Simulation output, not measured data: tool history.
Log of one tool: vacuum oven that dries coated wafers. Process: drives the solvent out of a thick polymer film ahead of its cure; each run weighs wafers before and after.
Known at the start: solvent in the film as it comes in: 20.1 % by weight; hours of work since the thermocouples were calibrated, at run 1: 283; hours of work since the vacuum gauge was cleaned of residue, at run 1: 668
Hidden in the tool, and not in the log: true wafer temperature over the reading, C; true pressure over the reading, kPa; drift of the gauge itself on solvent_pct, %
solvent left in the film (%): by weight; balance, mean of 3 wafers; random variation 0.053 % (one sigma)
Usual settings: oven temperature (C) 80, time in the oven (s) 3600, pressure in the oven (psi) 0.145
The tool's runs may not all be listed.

| run | hour | oven temperature (C) | time in the oven (s) | pressure in the oven (psi) | hours of work since the thermocouples were calibrated | hours of work since the vacuum gauge was cleaned of residue | solvent left in the film (%) |
|---|---|---|---|---|---|---|---|
| 1 | 0 | 80 | 3600 | 0.145 | 283 | 668 | 2.27 |
| 2 | 17.9 | 94 | 3600 | 0.145 | 293 | 678 | 0.92 |
| 3 | 43.1 | 94 | 3600 | 0.145 | 306 | 691 | 0.95 |
| 4 | 66.5 | 94 | 3600 | 0.145 | 318 | 704 | 1.01 |
| 5 | 89.5 | 94 | 3600 | 0.145 | 331 | 716 | 1.05 |
| 6 | 101.9 | 80 | 3600 | 0.145 | 337 | 722 | 2.38 |
| 7 | 114.2 | 80 | 3600 | 0.145 | 344 | 729 | 2.35 |
| 8 | 129.4 | 80 | 4680 | 0.145 | 352 | 737 | 2 |
| 9 | 141.7 | 80 | 3600 | 0.145 | 358 | 744 | 2.4 |
| 10 | 162.7 | 80 | 3600 | 0.074 | 370 | 755 | 1.8 |
| 11 | 185.2 | 80 | 3600 | 0.145 | 382 | 767 | 2.28 |
| 12 | 198.5 | 80 | 3600 | 0.145 | 389 | 774 | 2.46 |
| 13 | 226.1 | 72 | 3600 | 0.145 | 403 | 788 | 5.08 |
| 14 | 249.9 | 72 | 3600 | 0.145 | 416 | 801 | 5.06 |
| 15 | 277.7 | 72 | 3600 | 0.145 | 431 | 816 | 4.99 |
| 16 | 292.9 | 80 | 3900 | 0.145 | 439 | 824 | 2.32 |
| 17 | 309.4 | 84 | 3360 | 0.091 | 448 | 833 | 1.44 |
| 18 | 331.3 | 68 | 3360 | 0.29 | 459 | 844 | 8.96 |
|  | 335.7 | oven's thermocouples calibrated |
| 19 | 361 | 94 | 3360 | 0.316 | 13 | 859 | 1.9 |
|  | 379.1 | oven's thermocouples calibrated, once more |
| 20 | 387.5 | 94 | 3360 | 0.316 | 4 | 872 | 1.92 |
| 21 | 404.4 | 94 | 3360 | 0.316 | 13 | 881 | 1.86 |
| 22 | 426.2 | 94 | 3360 | 0.316 | 25 | 893 | 1.8 |
| 23 | 444.7 | 75 | 3000 | 0.569 | 35 | 903 | 8.59 |
| 24 | 471 | 71 | 3600 | 0.145 | 49 | 917 | 5.33 |
| 25 | 498.5 | 79 | 3960 | 0.37 | 64 | 931 | 4.37 |
| 26 | 512.4 | 79 | 3960 | 0.37 | 71 | 939 | 4.36 |
| 27 | 536.6 | 85 | 3300 | 0.228 | 84 | 952 | 2.37 |
| 28 | 563.8 | 80 | 1860 | 0.145 | 98 | 966 | 4.69 |
| 29 | 582.8 | 80 | 1860 | 0.145 | 108 | 976 | 4.67 |
| 30 | 600.1 | 77 | 2220 | 0.145 | 118 | 985 | 5.22 |
| 31 | 612.1 | 72 | 2160 | 0.145 | 124 | 992 | 7.63 |
| 32 | 626.1 | 90 | 3060 | 0.145 | 131 | 999 | 1.31 |

Some steps in solvent left in the film (%) between neighbouring runs. How much of each would the tool show without its hidden state too (settings, what came in, random variation), and how much is left for the hidden state, with any gauge scatter that isn't in both results?
Run 17 -> 18: oven temperature (C) 84 -> 68, pressure in the oven (psi) 0.091 -> 0.29. solvent left in the film (%) +7.52: hidden state +0.59, all else +6.93.
Run 18 -> 19: oven temperature (C) 68 -> 94, pressure in the oven (psi) 0.29 -> 0.316, oven's thermocouples calibrated. solvent left in the film (%) -7.06: hidden state -0.72, all else -6.34.
Run 22 -> 23: oven temperature (C) 94 -> 75, time in the oven (s) 3360 -> 3000, pressure in the oven (psi) 0.316 -> 0.569. solvent left in the film (%) +6.79: hidden state +0.47, all else +6.32.
